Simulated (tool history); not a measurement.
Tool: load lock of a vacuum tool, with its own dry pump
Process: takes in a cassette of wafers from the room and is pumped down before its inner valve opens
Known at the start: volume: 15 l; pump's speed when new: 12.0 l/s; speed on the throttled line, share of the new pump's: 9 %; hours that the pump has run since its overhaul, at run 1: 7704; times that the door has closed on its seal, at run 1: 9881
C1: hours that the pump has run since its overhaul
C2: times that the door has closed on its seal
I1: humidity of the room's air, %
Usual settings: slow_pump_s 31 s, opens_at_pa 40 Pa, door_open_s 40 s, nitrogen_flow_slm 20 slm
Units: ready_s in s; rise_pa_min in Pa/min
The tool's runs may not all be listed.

{"run": 1, "hour": 0.0, "slow_pump_s": 31, "opens_at_pa": 40, "door_open_s": 40, "nitrogen_flow_slm": 20, "C1": 7704, "C2": 9881, "I1": 46.3, "ready_s": 38.29, "rise_pa_min": 0.047}
{"run": 2, "hour": 248.0, "slow_pump_s": 31, "opens_at_pa": 40, "door_open_s": 40, "nitrogen_flow_slm": 20, "C1": 7952, "C2": 10244, "I1": 41.2, "ready_s": 38.04, "rise_pa_min": 0.045}
{"run": 3, "hour": 531.5, "slow_pump_s": 31, "opens_at_pa": 40, "door_open_s": 40, "nitrogen_flow_slm": 20, "C1": 8236, "C2": 10658, "I1": 42.9, "ready_s": 38.14, "rise_pa_min": 0.045}
{"run": 4, "hour": 699.5, "slow_pump_s": 20, "opens_at_pa": 40, "door_open_s": 40, "nitrogen_flow_slm": 20, "C1": 8404, "C2": 10904, "I1": 44.9, "ready_s": 28.01, "rise_pa_min": 0.046}
{"run": 5, "hour": 994.1, "slow_pump_s": 31, "opens_at_pa": 34, "door_open_s": 40, "nitrogen_flow_slm": 20, "C1": 8698, "C2": 11334, "I1": 47.6, "ready_s": 38.31, "rise_pa_min": 0.046}
{"run": 6, "hour": 1279.9, "slow_pump_s": 31, "opens_at_pa": 40, "door_open_s": 40, "nitrogen_flow_slm": 8, "C1": 8984, "C2": 11752, "I1": 47.5, "ready_s": 38.03, "rise_pa_min": 0.065}
{"run": 7, "hour": 1484.8, "slow_pump_s": 31, "opens_at_pa": 69, "door_open_s": 40, "nitrogen_flow_slm": 20, "C1": 9189, "C2": 12051, "I1": 45.0, "ready_s": 37.39, "rise_pa_min": 0.048}
{"hour": 1587.6, "done": "dry pump taken out, an overhauled one fitted"}
{"run": 8, "hour": 1650.0, "slow_pump_s": 31, "opens_at_pa": 69, "door_open_s": 40, "nitrogen_flow_slm": 20, "C1": 62, "C2": 12284, "I1": 47.7, "ready_s": 37.61, "rise_pa_min": 0.052}
{"run": 9, "hour": 1876.5, "slow_pump_s": 31, "opens_at_pa": 69, "door_open_s": 40, "nitrogen_flow_slm": 20, "C1": 289, "C2": 12615, "I1": 42.4, "ready_s": 37.36, "rise_pa_min": 0.044}
{"run": 10, "hour": 2115.8, "slow_pump_s": 31, "opens_at_pa": 69, "door_open_s": 40, "nitrogen_flow_slm": 20, "C1": 528, "C2": 12965, "I1": 48.3, "ready_s": 37.43, "rise_pa_min": 0.046}
{"run": 11, "hour": 2360.4, "slow_pump_s": 31, "opens_at_pa": 69, "door_open_s": 40, "nitrogen_flow_slm": 20, "C1": 773, "C2": 13323, "I1": 44.4, "ready_s": 37.36, "rise_pa_min": 0.046}
{"run": 12, "hour": 2573.4, "slow_pump_s": 31, "opens_at_pa": 69, "door_open_s": 40, "nitrogen_flow_slm": 20, "C1": 986, "C2": 13634, "I1": 45.2, "ready_s": 37.42, "rise_pa_min": 0.043}
{"run": 13, "hour": 2799.1, "slow_pump_s": 31, "opens_at_pa": 40, "door_open_s": 40, "nitrogen_flow_slm": 20, "C1": 1212, "C2": 13964, "I1": 47.8, "ready_s": 38.13, "rise_pa_min": 0.048}
{"run": 14, "hour": 2937.0, "slow_pump_s": 31, "opens_at_pa": 40, "door_open_s": 40, "nitrogen_flow_slm": 20, "C1": 1349, "C2": 14166, "I1": 43.1, "ready_s": 37.99, "rise_pa_min": 0.044}
{"run": 15, "hour": 3120.5, "slow_pump_s": 31, "opens_at_pa": 40, "door_open_s": 40, "nitrogen_flow_slm": 20, "C1": 1533, "C2": 14434, "I1": 45.5, "ready_s": 38.01, "rise_pa_min": 0.042}
{"run": 16, "hour": 3247.7, "slow_pump_s": 31, "opens_at_pa": 40, "door_open_s": 40, "nitrogen_flow_slm": 20, "C1": 1660, "C2": 14620, "I1": 46.1, "ready_s": 38.13, "rise_pa_min": 0.048}
{"run": 17, "hour": 3417.6, "slow_pump_s": 31, "opens_at_pa": 40, "door_open_s": 40, "nitrogen_flow_slm": 20, "C1": 1830, "C2": 14868, "I1": 48.8, "ready_s": 38.1, "rise_pa_min": 0.046}
{"run": 18, "hour": 3623.6, "slow_pump_s": 31, "opens_at_pa": 40, "door_open_s": 40, "nitrogen_flow_slm": 20, "C1": 2036, "C2": 15169, "I1": 43.4, "ready_s": 38.32, "rise_pa_min": 0.043}
{"run": 19, "hour": 3895.1, "slow_pump_s": 31, "opens_at_pa": 40, "door_open_s": 102, "nitrogen_flow_slm": 20, "C1": 2308, "C2": 15566, "I1": 42.0, "ready_s": 38.11, "rise_pa_min": 0.078}
{"run": 20, "hour": 4028.4, "slow_pump_s": 31, "opens_at_pa": 40, "door_open_s": 33, "nitrogen_flow_slm": 20, "C1": 2441, "C2": 15761, "I1": 42.4, "ready_s": 38.16, "rise_pa_min": 0.045}
{"run": 21, "hour": 4202.2, "slow_pump_s": 31, "opens_at_pa": 50, "door_open_s": 33, "nitrogen_flow_slm": 20, "C1": 2615, "C2": 16015, "I1": 43.0, "ready_s": 37.78, "rise_pa_min": 0.041}
{"run": 22, "hour": 4434.1, "slow_pump_s": 17, "opens_at_pa": 46, "door_open_s": 162, "nitrogen_flow_slm": 6, "C1": 2847, "C2": 16354, "I1": 42.8, "ready_s": 25.28, "rise_pa_min": 0.171}
{"run": 23, "hour": 4732.9, "slow_pump_s": 17, "opens_at_pa": 46, "door_open_s": 162, "nitrogen_flow_slm": 6, "C1": 3145, "C2": 16791, "I1": 44.1, "ready_s": 25.21, "rise_pa_min": 0.18}
{"run": 24, "hour": 4874.8, "slow_pump_s": 45, "opens_at_pa": 43, "door_open_s": 40, "nitrogen_flow_slm": 20, "C1": 3287, "C2": 16998, "I1": 45.6, "ready_s": 50.77, "rise_pa_min": 0.04}
{"run": 25, "hour": 5039.3, "slow_pump_s": 39, "opens_at_pa": 40, "door_open_s": 40, "nitrogen_flow_slm": 20, "C1": 3452, "C2": 17239, "I1": 41.6, "ready_s": 45.36, "rise_pa_min": 0.045}
{"run": 26, "hour": 5287.5, "slow_pump_s": 39, "opens_at_pa": 40, "door_open_s": 40, "nitrogen_flow_slm": 20, "C1": 3700, "C2": 17601, "I1": 49.5, "ready_s": 45.49, "rise_pa_min": 0.051}
{"run": 27, "hour": 5545.8, "slow_pump_s": 39, "opens_at_pa": 40, "door_open_s": 40, "nitrogen_flow_slm": 20, "C1": 3958, "C2": 17979, "I1": 42.3, "ready_s": 45.42, "rise_pa_min": 0.043}
{"run": 28, "hour": 5784.4, "slow_pump_s": 39, "opens_at_pa": 40, "door_open_s": 40, "nitrogen_flow_slm": 20, "C1": 4197, "C2": 18328, "I1": 49.1, "ready_s": 45.47, "rise_pa_min": 0.051}
{"run": 29, "hour": 6018.9, "slow_pump_s": 39, "opens_at_pa": 40, "door_open_s": 40, "nitrogen_flow_slm": 20, "C1": 4431, "C2": 18670, "I1": 46.0, "ready_s": 45.3, "rise_pa_min": 0.05}
{"run": 30, "hour": 6173.2, "slow_pump_s": 18, "opens_at_pa": 40, "door_open_s": 40, "nitrogen_flow_slm": 20, "C1": 4586, "C2": 18896, "I1": 47.3, "ready_s": 26.09, "rise_pa_min": 0.043}
{"run": 31, "hour": 6449.8, "slow_pump_s": 41, "opens_at_pa": 40, "door_open_s": 32, "nitrogen_flow_slm": 28, "C1": 4862, "C2": 19300, "I1": 41.8, "ready_s": 47.31, "rise_pa_min": 0.03}
{"run": 32, "hour": 6710.2, "slow_pump_s": 18, "opens_at_pa": 40, "door_open_s": 40, "nitrogen_flow_slm": 25, "C1": 5123, "C2": 19681, "I1": 43.3, "ready_s": 26.32, "rise_pa_min": 0.04}
{"run": 33, "hour": 6995.9, "slow_pump_s": 53, "opens_at_pa": 35, "door_open_s": 40, "nitrogen_flow_slm": 20, "C1": 5408, "C2": 20098, "I1": 46.8, "ready_s": 58.22, "rise_pa_min": 0.048}
{"run": 34, "hour": 7157.6, "slow_pump_s": 31, "opens_at_pa": 40, "door_open_s": 191, "nitrogen_flow_slm": 20, "C1": 5570, "C2": 20335, "I1": 43.0, "ready_s": 38.13, "rise_pa_min": 0.127}
{"run": 35, "hour": 7451.9, "slow_pump_s": 56, "opens_at_pa": 33, "door_open_s": 42, "nitrogen_flow_slm": 24, "C1": 5864, "C2": 20765, "I1": 46.7, "ready_s": 61.1, "rise_pa_min": 0.044}
{"run": 36, "hour": 7714.2, "slow_pump_s": 56, "opens_at_pa": 40, "door_open_s": 40, "nitrogen_flow_slm": 7, "C1": 6127, "C2": 21148, "I1": 42.5, "ready_s": 61.09, "rise_pa_min": 0.063}

Hidden state at the last listed run before each entry between runs and at the first one after, where it differs:
Between runs 7 and 8: dry pump taken out, an overhauled one fitted (hour 1587.6)
  pump's speed, % of a new pump's: 99.9 -> 100
